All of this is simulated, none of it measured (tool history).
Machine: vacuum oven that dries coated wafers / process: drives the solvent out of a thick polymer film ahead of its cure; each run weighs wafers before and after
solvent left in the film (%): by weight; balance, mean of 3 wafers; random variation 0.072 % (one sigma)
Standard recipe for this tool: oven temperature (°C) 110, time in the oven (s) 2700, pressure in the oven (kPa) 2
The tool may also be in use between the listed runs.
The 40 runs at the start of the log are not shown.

run,hour,oven temperature (°C),time in the oven (s),pressure in the oven (kPa),solvent left in the film (%)
41,659,112,2100,2.01,5.23
42,671.1,121,1680,1.51,3.7
43,692.5,121,1680,6.49,8.34
44,704.1,101,2700,2,7.67
45,720.9,118,1680,3.7,6.57
46,743.1,118,1680,3.7,6.52
47,755.1,110,4860,3.04,4.99
48,772.9,112,4860,1.4,2.35

Here are 3 independent what-if runs from the current tool condition. What would each one return?
A,789,110,2760,2,?
B,789,116,2340,5.03,?
C,789,110,1920,3.98,?

run,solvent left in the film (%)
A,4.8
B,7.35
C,8.73
With no hidden state in the tool, these same runs would have given:
run,solvent left in the film (%)
A,5.19
B,7.86
C,9.32
